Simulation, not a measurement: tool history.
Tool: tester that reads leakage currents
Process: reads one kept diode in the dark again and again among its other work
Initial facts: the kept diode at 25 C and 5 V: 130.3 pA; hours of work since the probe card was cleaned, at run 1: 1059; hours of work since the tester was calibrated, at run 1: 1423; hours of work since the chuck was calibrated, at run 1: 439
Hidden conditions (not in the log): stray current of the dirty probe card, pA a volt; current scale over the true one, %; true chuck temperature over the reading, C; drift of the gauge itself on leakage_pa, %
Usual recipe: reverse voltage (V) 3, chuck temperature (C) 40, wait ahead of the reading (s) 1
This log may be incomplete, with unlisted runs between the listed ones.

run,day,reverse voltage (V),chuck temperature (C),wait ahead of the reading (s),hours of work since the probe card was cleaned,hours of work since the tester was calibrated,hours of work since the chuck was calibrated,current that the tester gives (pA)
1,0,3,40,1,1059,1423,439,288.16
2,2.179,3,40,1,1081,1445,461,288.19
3,3.683,3,38,1,1097,1460,476,254.18
4,5.688,3,38,1,1117,1481,497,253.82
5,8.333,3,38,1,1144,1508,524,254.96
6,9.538,3,38,1,1156,1520,536,254.12
7,12.275,6.8,40,0.79,1184,1548,564,422.63
8,13.838,8.04,48,0.52,1200,1563,580,762.29
9,16.292,3,40,0.83,1225,1588,604,290.28
10,17.458,5.33,40,1.17,1237,1600,616,376.86

Expected results for the next run?
11,19.275,3,28,1,1255,1619,635,?

{"run 11": {"current that the tester gives (pA)": 127.95}}
If the tool had no hidden condition, the same run with the same run-to-run variation would have returned current that the tester gives (pA) 127.89.
